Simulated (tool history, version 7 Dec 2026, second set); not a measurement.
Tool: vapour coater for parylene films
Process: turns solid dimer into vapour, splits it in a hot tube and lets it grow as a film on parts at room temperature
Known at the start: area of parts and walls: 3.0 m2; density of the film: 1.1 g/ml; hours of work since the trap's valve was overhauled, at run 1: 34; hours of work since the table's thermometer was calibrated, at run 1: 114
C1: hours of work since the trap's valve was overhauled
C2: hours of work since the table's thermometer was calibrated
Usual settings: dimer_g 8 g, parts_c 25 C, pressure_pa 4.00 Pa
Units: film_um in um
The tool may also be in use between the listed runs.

{"run": 1, "hour": 0.0, "dimer_g": 8, "parts_c": 25, "pressure_pa": 4.0, "C1": 34, "C2": 114, "film_um": 1.77}
{"run": 2, "hour": 19.2, "dimer_g": 8, "parts_c": 25, "pressure_pa": 4.0, "C1": 46, "C2": 126, "film_um": 1.78}
{"run": 3, "hour": 32.0, "dimer_g": 8, "parts_c": 25, "pressure_pa": 4.0, "C1": 53, "C2": 133, "film_um": 1.79}
{"run": 4, "hour": 41.0, "dimer_g": 8, "parts_c": 25, "pressure_pa": 4.0, "C1": 59, "C2": 139, "film_um": 1.77}
{"run": 5, "hour": 61.8, "dimer_g": 8, "parts_c": 25, "pressure_pa": 4.0, "C1": 71, "C2": 151, "film_um": 1.78}
{"run": 6, "hour": 73.5, "dimer_g": 8, "parts_c": 25, "pressure_pa": 4.0, "C1": 78, "C2": 158, "film_um": 1.76}
{"run": 7, "hour": 94.7, "dimer_g": 8, "parts_c": 25, "pressure_pa": 4.0, "C1": 91, "C2": 171, "film_um": 1.8}
{"run": 8, "hour": 109.6, "dimer_g": 8, "parts_c": 25, "pressure_pa": 4.0, "C1": 100, "C2": 180, "film_um": 1.78}
{"run": 9, "hour": 124.5, "dimer_g": 8, "parts_c": 25, "pressure_pa": 4.0, "C1": 109, "C2": 188, "film_um": 1.78}
{"run": 10, "hour": 133.7, "dimer_g": 8, "parts_c": 25, "pressure_pa": 4.0, "C1": 114, "C2": 194, "film_um": 1.8}
{"run": 11, "hour": 144.0, "dimer_g": 8, "parts_c": 34, "pressure_pa": 4.0, "C1": 120, "C2": 200, "film_um": 1.39}
{"run": 12, "hour": 165.0, "dimer_g": 8, "parts_c": 34, "pressure_pa": 4.0, "C1": 133, "C2": 213, "film_um": 1.39}
{"run": 13, "hour": 179.4, "dimer_g": 8, "parts_c": 34, "pressure_pa": 4.0, "C1": 141, "C2": 221, "film_um": 1.39}
{"run": 14, "hour": 190.4, "dimer_g": 8, "parts_c": 34, "pressure_pa": 4.0, "C1": 148, "C2": 228, "film_um": 1.39}
{"run": 15, "hour": 201.1, "dimer_g": 8, "parts_c": 34, "pressure_pa": 4.0, "C1": 154, "C2": 234, "film_um": 1.38}
{"run": 16, "hour": 216.6, "dimer_g": 8, "parts_c": 19, "pressure_pa": 4.0, "C1": 163, "C2": 243, "film_um": 2.11}
{"run": 17, "hour": 232.9, "dimer_g": 8, "parts_c": 25, "pressure_pa": 4.0, "C1": 173, "C2": 253, "film_um": 1.79}
{"run": 18, "hour": 253.4, "dimer_g": 8, "parts_c": 25, "pressure_pa": 4.0, "C1": 185, "C2": 265, "film_um": 1.77}
{"run": 19, "hour": 268.1, "dimer_g": 8, "parts_c": 25, "pressure_pa": 4.0, "C1": 194, "C2": 274, "film_um": 1.81}
{"run": 20, "hour": 284.5, "dimer_g": 8, "parts_c": 25, "pressure_pa": 4.0, "C1": 204, "C2": 284, "film_um": 1.79}
{"run": 21, "hour": 296.1, "dimer_g": 8, "parts_c": 18, "pressure_pa": 4.0, "C1": 211, "C2": 291, "film_um": 2.14}
{"hour": 308.0, "done": "trap's valve overhauled"}
{"run": 22, "hour": 315.7, "dimer_g": 8, "parts_c": 18, "pressure_pa": 4.0, "C1": 5, "C2": 300, "film_um": 2.18}
{"run": 23, "hour": 326.0, "dimer_g": 8, "parts_c": 18, "pressure_pa": 4.0, "C1": 11, "C2": 306, "film_um": 2.16}
{"run": 24, "hour": 335.2, "dimer_g": 8, "parts_c": 18, "pressure_pa": 4.0, "C1": 16, "C2": 312, "film_um": 2.2}
{"run": 25, "hour": 354.8, "dimer_g": 8, "parts_c": 18, "pressure_pa": 4.0, "C1": 28, "C2": 323, "film_um": 2.15}
{"run": 26, "hour": 365.5, "dimer_g": 8, "parts_c": 18, "pressure_pa": 4.0, "C1": 34, "C2": 330, "film_um": 2.19}
{"run": 27, "hour": 376.5, "dimer_g": 4, "parts_c": 18, "pressure_pa": 2.84, "C1": 41, "C2": 336, "film_um": 1.18}
{"run": 28, "hour": 391.1, "dimer_g": 4, "parts_c": 26, "pressure_pa": 8.85, "C1": 49, "C2": 345, "film_um": 0.71}
{"run": 29, "hour": 409.9, "dimer_g": 4, "parts_c": 26, "pressure_pa": 8.85, "C1": 61, "C2": 356, "film_um": 0.72}
{"run": 30, "hour": 419.9, "dimer_g": 4, "parts_c": 26, "pressure_pa": 8.85, "C1": 67, "C2": 362, "film_um": 0.72}
{"run": 31, "hour": 434.9, "dimer_g": 12, "parts_c": 25, "pressure_pa": 9.09, "C1": 76, "C2": 371, "film_um": 2.22}
{"run": 32, "hour": 453.2, "dimer_g": 4, "parts_c": 29, "pressure_pa": 5.57, "C1": 86, "C2": 382, "film_um": 0.74}
{"run": 33, "hour": 473.9, "dimer_g": 4, "parts_c": 29, "pressure_pa": 5.57, "C1": 99, "C2": 394, "film_um": 0.75}
{"run": 34, "hour": 490.2, "dimer_g": 4, "parts_c": 29, "pressure_pa": 5.57, "C1": 109, "C2": 404, "film_um": 0.72}
{"run": 35, "hour": 508.9, "dimer_g": 4, "parts_c": 23, "pressure_pa": 5.57, "C1": 120, "C2": 415, "film_um": 0.87}
{"run": 36, "hour": 520.9, "dimer_g": 4, "parts_c": 23, "pressure_pa": 5.57, "C1": 127, "C2": 422, "film_um": 0.88}
{"run": 37, "hour": 538.6, "dimer_g": 4, "parts_c": 23, "pressure_pa": 5.57, "C1": 137, "C2": 433, "film_um": 0.87}
{"run": 38, "hour": 557.4, "dimer_g": 3, "parts_c": 19, "pressure_pa": 4.7, "C1": 149, "C2": 444, "film_um": 0.76}
{"run": 39, "hour": 568.9, "dimer_g": 3, "parts_c": 19, "pressure_pa": 4.7, "C1": 155, "C2": 451, "film_um": 0.77}
{"run": 40, "hour": 579.1, "dimer_g": 6, "parts_c": 18, "pressure_pa": 8.93, "C1": 162, "C2": 457, "film_um": 1.37}
{"run": 41, "hour": 596.9, "dimer_g": 3, "parts_c": 27, "pressure_pa": 11.08, "C1": 172, "C2": 468, "film_um": 0.49}
{"run": 42, "hour": 612.1, "dimer_g": 8, "parts_c": 25, "pressure_pa": 11.7, "C1": 181, "C2": 477, "film_um": 1.38}
{"run": 43, "hour": 624.3, "dimer_g": 10, "parts_c": 18, "pressure_pa": 2.79, "C1": 188, "C2": 484, "film_um": 2.94}
{"run": 44, "hour": 641.2, "dimer_g": 3, "parts_c": 29, "pressure_pa": 2.15, "C1": 199, "C2": 494, "film_um": 0.69}
{"run": 45, "hour": 656.1, "dimer_g": 6, "parts_c": 25, "pressure_pa": 9.21, "C1": 207, "C2": 503, "film_um": 1.08}
{"hour": 674.0, "done": "trap's valve overhauled"}
{"run": 46, "hour": 675.0, "dimer_g": 6, "parts_c": 25, "pressure_pa": 9.21, "C1": 1, "C2": 512, "film_um": 1.11}

3 ways to go on from here, each from the tool as it stands after run 46. What would each give?
{"run": "A", "hour": 689.4, "dimer_g": 5, "parts_c": 25, "pressure_pa": 4.0, "C1": 9, "C2": 520, "film_um": "?"}
{"run": "B", "hour": 689.4, "dimer_g": 5, "parts_c": 19, "pressure_pa": 8.08, "C1": 9, "C2": 520, "film_um": "?"}
{"run": "C", "hour": 689.4, "dimer_g": 4, "parts_c": 31, "pressure_pa": 8.27, "C1": 9, "C2": 520, "film_um": "?"}

run=A film_um=1.10
run=B film_um=1.13
run=C film_um=0.63
Without the tool's hidden state the same runs would have given:
run=A film_um=1.11
run=B film_um=1.13
run=C film_um=0.63
